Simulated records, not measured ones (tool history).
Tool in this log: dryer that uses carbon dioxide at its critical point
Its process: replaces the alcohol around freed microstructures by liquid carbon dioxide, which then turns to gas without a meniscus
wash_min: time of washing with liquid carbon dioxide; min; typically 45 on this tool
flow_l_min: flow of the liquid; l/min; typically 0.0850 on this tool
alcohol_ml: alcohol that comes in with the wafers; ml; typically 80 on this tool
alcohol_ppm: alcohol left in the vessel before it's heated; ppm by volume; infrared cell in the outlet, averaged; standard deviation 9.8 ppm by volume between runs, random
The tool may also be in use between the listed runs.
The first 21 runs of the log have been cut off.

Run 22, day 44.450: usual settings. Result: alcohol_ppm 868 ppm by volume.
Run 23, day 46.346: usual settings but alcohol_ml 28 ml. Result: alcohol_ppm 418 ppm by volume.
Run 24, day 47.929: usual settings but wash_min 35 min, flow_l_min 0.0798 l/min, alcohol_ml 48 ml. Result: alcohol_ppm 2100 ppm by volume.
Run 25, day 50.508: usual settings but wash_min 44 min, flow_l_min 0.0882 l/min, alcohol_ml 98 ml. Result: alcohol_ppm 1088 ppm by volume.
Run 26, day 51.875: usual settings but flow_l_min 0.1293 l/min, alcohol_ml 27 ml. Result: alcohol_ppm 233 ppm by volume.
At day 52.221: purifier's bed changed.
Run 27, day 54.283: usual settings but wash_min 39 min, flow_l_min 0.0724 l/min, alcohol_ml 61 ml. Result: alcohol_ppm 2411 ppm by volume.
Run 28, day 55.992: usual settings but wash_min 49 min, alcohol_ml 32 ml. Result: alcohol_ppm 251 ppm by volume.
Run 29, day 57.962: usual settings but wash_min 31 min. Result: alcohol_ppm 4400 ppm by volume.
Run 30, day 59.292: usual settings but wash_min 31 min. Result: alcohol_ppm 4573 ppm by volume.
Run 31, day 60.567: usual settings but wash_min 31 min. Result: alcohol_ppm 4679 ppm by volume.
Run 32, day 61.867: usual settings but wash_min 44 min, flow_l_min 0.0772 l/min, alcohol_ml 42 ml. Result: alcohol_ppm 915 ppm by volume.
Run 33, day 63.704: usual settings but wash_min 48 min. Result: alcohol_ppm 753 ppm by volume.
At day 64.538: inlet filter changed.
Run 34, day 65.058: usual settings but wash_min 40 min, alcohol_ml 94 ml. Result: alcohol_ppm 1306 ppm by volume.
Run 35, day 67.321: usual settings but flow_l_min 0.0539 l/min, alcohol_ml 83 ml. Result: alcohol_ppm 4386 ppm by volume.
Run 36, day 68.721: usual settings but wash_min 30 min, flow_l_min 0.0728 l/min, alcohol_ml 46 ml. Result: alcohol_ppm 3793 ppm by volume.
Run 37, day 71.321: usual settings but wash_min 30 min, flow_l_min 0.0728 l/min, alcohol_ml 46 ml. Result: alcohol_ppm 3932 ppm by volume.
Run 38, day 73.667: usual settings but wash_min 31 min, alcohol_ml 78 ml. Result: alcohol_ppm 3543 ppm by volume.
Run 39, day 75.671: usual settings but flow_l_min 0.0611 l/min. Result: alcohol_ppm 3117 ppm by volume.
Run 40, day 78.371: usual settings but wash_min 71 min, flow_l_min 0.0560 l/min, alcohol_ml 43 ml. Result: alcohol_ppm 423 ppm by volume.
Run 41, day 79.625: usual settings but wash_min 36 min, flow_l_min 0.1319 l/min, alcohol_ml 108 ml. Result: alcohol_ppm 487 ppm by volume.
Run 42, day 81.217: usual settings but wash_min 36 min, flow_l_min 0.1319 l/min, alcohol_ml 108 ml. Result: alcohol_ppm 499 ppm by volume.
Run 43, day 82.658: usual settings but flow_l_min 0.0836 l/min, alcohol_ml 21 ml. Result: alcohol_ppm 405 ppm by volume.
At day 84.975: purifier's bed changed.
Run 44, day 85.146: usual settings but flow_l_min 0.0872 l/min, alcohol_ml 44 ml. Result: alcohol_ppm 391 ppm by volume.
Run 45, day 86.688: usual settings but flow_l_min 0.0872 l/min, alcohol_ml 44 ml. Result: alcohol_ppm 398 ppm by volume.
Run 46, day 88.612: usual settings but wash_min 30 min, flow_l_min 0.0650 l/min. Result: alcohol_ppm 10256 ppm by volume.

Alternative continuations, all from the tool just after run 46; predict every row:
Run A, day 89.879: usual settings but wash_min 32 min, flow_l_min 0.0650 l/min, alcohol_ml 35 ml. Result: alcohol_ppm ?.
Run B, day 89.879: usual settings but wash_min 58 min, alcohol_ml 33 ml. Result: alcohol_ppm ?.
Run C, day 89.879: usual settings but wash_min 63 min, flow_l_min 0.0932 l/min, alcohol_ml 119 ml. Result: alcohol_ppm ?.

run  alcohol_ppm
  A         3804
  B          112
  C          105
Take away the tool's hidden state, keep each run's random variation, and the runs would have read:
run  alcohol_ppm
  A         3035
  B           51
  C           40
